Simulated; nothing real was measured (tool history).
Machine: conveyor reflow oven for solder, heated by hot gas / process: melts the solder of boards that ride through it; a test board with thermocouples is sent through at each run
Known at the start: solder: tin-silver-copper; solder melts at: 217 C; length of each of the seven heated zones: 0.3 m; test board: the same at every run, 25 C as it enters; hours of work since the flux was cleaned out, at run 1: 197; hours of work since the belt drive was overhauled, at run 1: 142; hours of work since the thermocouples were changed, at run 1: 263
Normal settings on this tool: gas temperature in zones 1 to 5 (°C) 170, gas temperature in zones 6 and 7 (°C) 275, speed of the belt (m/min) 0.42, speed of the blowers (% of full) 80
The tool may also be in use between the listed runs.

| run | hour | gas temperature in zones 1 to 5 (°C) | gas temperature in zones 6 and 7 (°C) | speed of the belt (m/min) | speed of the blowers (% of full) | hours of work since the flux was cleaned out | hours of work since the belt drive was overhauled | hours of work since the thermocouples were changed | highest temperature of the board (°C) | time above the solder's melting point (s) |
|---|---|---|---|---|---|---|---|---|---|---|
| 1 | 0 | 170 | 275 | 0.42 | 80 | 197 | 142 | 263 | 262.8 | 71.2 |
| 2 | 10 | 170 | 272 | 0.42 | 80 | 205 | 150 | 271 | 260.2 | 69.5 |
| 3 | 19.9 | 170 | 275 | 0.42 | 80 | 212 | 158 | 279 | 262.9 | 70.7 |
| 4 | 29.4 | 170 | 275 | 0.394 | 80 | 220 | 165 | 286 | 264.3 | 76.6 |
| 5 | 37.5 | 171 | 275 | 0.394 | 80 | 226 | 172 | 292 | 264.6 | 77.5 |
| 6 | 45 | 171 | 275 | 0.394 | 80 | 232 | 178 | 298 | 264.7 | 76.9 |
| 7 | 50.4 | 170 | 275 | 0.42 | 80 | 237 | 182 | 303 | 262.7 | 70.6 |
| 8 | 57.8 | 170 | 275 | 0.42 | 80 | 242 | 188 | 309 | 262.8 | 71.3 |
| 9 | 65 | 170 | 275 | 0.42 | 80 | 248 | 194 | 314 | 262.9 | 70.8 |
| 10 | 70.3 | 170 | 275 | 0.42 | 51 | 252 | 198 | 319 | 255.6 | 64.4 |
| 11 | 78.1 | 170 | 275 | 0.42 | 69 | 259 | 204 | 325 | 260.6 | 69.5 |
| 12 | 87.3 | 170 | 276 | 0.42 | 80 | 266 | 211 | 332 | 263.5 | 71.3 |
| 13 | 94 | 170 | 276 | 0.42 | 80 | 271 | 217 | 337 | 263.8 | 71.5 |
| 14 | 103 | 170 | 276 | 0.42 | 80 | 278 | 224 | 345 | 263.9 | 71.8 |
| 15 | 107.5 | 170 | 276 | 0.42 | 80 | 282 | 227 | 348 | 263.8 | 71.5 |
| 16 | 116.7 | 182 | 275 | 0.42 | 80 | 289 | 235 | 355 | 264.2 | 76.2 |
| 17 | 122.2 | 163 | 275 | 0.42 | 80 | 294 | 239 | 360 | 261.8 | 68.4 |
| 18 | 126.4 | 170 | 275 | 0.481 | 58 | 297 | 242 | 363 | 252.5 | 53.5 |
| 19 | 133.3 | 170 | 275 | 0.481 | 58 | 302 | 248 | 368 | 253 | 54 |
| 20 | 142.2 | 170 | 285 | 0.473 | 53 | 309 | 255 | 376 | 260.1 | 59.5 |
| 21 | 150.5 | 160 | 270 | 0.36 | 69 | 316 | 261 | 382 | 259.1 | 77.4 |
|  | 159.6 | flux residue cleaned out of gas plates and filters |
| 22 | 161 | 170 | 275 | 0.375 | 57 | 1 | 266 | 387 | 261.3 | 78.4 |
| 23 | 166.5 | 170 | 286 | 0.479 | 57 | 5 | 270 | 391 | 262 | 60.1 |
| 24 | 170.6 | 171 | 275 | 0.42 | 80 | 9 | 273 | 394 | 262.7 | 71.4 |
| 25 | 177.4 | 173 | 284 | 0.445 | 84 | 14 | 279 | 400 | 270.6 | 71.4 |
| 26 | 182.6 | 157 | 274 | 0.42 | 80 | 18 | 283 | 404 | 260 | 64.8 |
| 27 | 186.9 | 167 | 267 | 0.42 | 87 | 22 | 286 | 407 | 256.2 | 66.1 |
| 28 | 191.8 | 167 | 267 | 0.42 | 87 | 26 | 290 | 411 | 256.3 | 66.4 |
| 29 | 197.6 | 170 | 271 | 0.351 | 80 | 30 | 295 | 416 | 263.5 | 86.7 |
| 30 | 203.9 | 172 | 275 | 0.42 | 80 | 35 | 300 | 421 | 263.2 | 72 |

Predict each of these 3 candidate next runs independently; none follows another, all start after run 30:
| A | 210.5 | 170 | 269 | 0.444 | 72 | 40 | 305 | 426 | ? | ? |
| B | 210.5 | 166 | 275 | 0.42 | 80 | 40 | 305 | 426 | ? | ? |
| C | 210.5 | 170 | 264 | 0.42 | 80 | 40 | 305 | 426 | ? | ? |

| run | highest temperature of the board (°C) | time above the solder's melting point (s) |
|---|---|---|
| A | 254.3 | 61 |
| B | 262.2 | 69.2 |
| C | 252.6 | 65 |
The same runs, with their run-to-run variation unchanged, on a tool lacking any hidden condition would have given:
| run | highest temperature of the board (°C) | time above the solder's melting point (s) |
|---|---|---|
| A | 254.2 | 61 |
| B | 262.2 | 69.2 |
| C | 252.5 | 65 |
